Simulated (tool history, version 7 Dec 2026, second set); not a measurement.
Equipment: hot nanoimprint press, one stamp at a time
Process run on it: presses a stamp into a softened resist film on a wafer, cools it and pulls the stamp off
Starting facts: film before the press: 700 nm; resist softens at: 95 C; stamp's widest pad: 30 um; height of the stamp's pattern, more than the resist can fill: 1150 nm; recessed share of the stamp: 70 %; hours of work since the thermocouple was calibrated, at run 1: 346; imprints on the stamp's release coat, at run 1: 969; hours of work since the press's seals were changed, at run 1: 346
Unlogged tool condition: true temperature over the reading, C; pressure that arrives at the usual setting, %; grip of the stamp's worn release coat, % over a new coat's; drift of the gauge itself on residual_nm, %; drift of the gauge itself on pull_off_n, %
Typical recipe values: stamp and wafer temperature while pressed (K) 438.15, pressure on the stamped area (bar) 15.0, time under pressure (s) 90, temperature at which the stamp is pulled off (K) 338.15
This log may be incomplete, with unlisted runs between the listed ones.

run,hour,stamp and wafer temperature while pressed (K),pressure on the stamped area (bar),time under pressure (s),temperature at which the stamp is pulled off (K),hours of work since the thermocouple was calibrated,imprints on the stamp's release coat,hours of work since the press's seals were changed,resist left under the stamp's widest pad (angstrom),greatest force while the stamp is pulled off (N)
1,0.0,438.15,15.0,90,338.15,346,969,346,3895,256
2,9.0,438.15,15.0,90,338.15,351,999,351,3942,259
# hour 19.9: stamp cleaned and given a new release coat
3,30.5,436.15,15.0,90,338.15,359,35,359,4390,219
4,38.5,438.15,13.5,90,338.15,364,62,364,4129,225
5,46.4,438.15,13.5,90,338.15,368,89,368,4126,213
6,54.1,438.15,13.5,90,338.15,372,115,372,4144,225
7,68.9,438.15,15.0,90,338.15,380,164,380,3961,227
8,80.2,438.15,15.0,90,338.15,386,202,386,3961,224
# hour 86.1: plate thermocouple calibrated
9,95.3,438.15,15.0,90,338.15,5,242,393,4017,234
10,103.4,438.15,15.0,90,338.15,9,270,397,4016,227
11,111.6,438.15,15.0,90,338.15,14,297,402,4061,230
12,120.8,438.15,17.5,170,338.15,19,328,407,3024,233
13,129.5,441.15,11.3,63,336.15,24,357,412,4419,239
14,137.7,430.15,15.0,90,338.15,28,384,416,5636,244
15,144.5,430.15,15.0,90,338.15,32,407,420,5667,242
16,154.8,438.15,20.3,90,341.15,37,442,425,3662,228
# hour 164.4: plate thermocouple calibrated, once more
17,171.4,430.15,10.3,60,338.15,4,487,433,6085,237

Consider 4 possible next runs. They are alternatives, not a sequence: every one starts from the tool as it was left by run 17. What does each give?
A,180.3,430.15,10.9,60,338.15,9,517,438,?,?
B,180.3,439.15,15.0,103,338.15,9,517,438,?,?
C,180.3,450.15,10.2,60,325.15,9,517,438,?,?
D,180.3,429.15,15.0,90,330.15,9,517,438,?,?

run,resist left under the stamp's widest pad (angstrom),greatest force while the stamp is pulled off (N)
A,6039,241
B,3353,238
C,2746,276
D,5510,263
Without the tool's unlogged condition, the same runs would have read:
run,resist left under the stamp's widest pad (angstrom),greatest force while the stamp is pulled off (N)
A,6010,219
B,3304,217
C,2711,251
D,5466,240

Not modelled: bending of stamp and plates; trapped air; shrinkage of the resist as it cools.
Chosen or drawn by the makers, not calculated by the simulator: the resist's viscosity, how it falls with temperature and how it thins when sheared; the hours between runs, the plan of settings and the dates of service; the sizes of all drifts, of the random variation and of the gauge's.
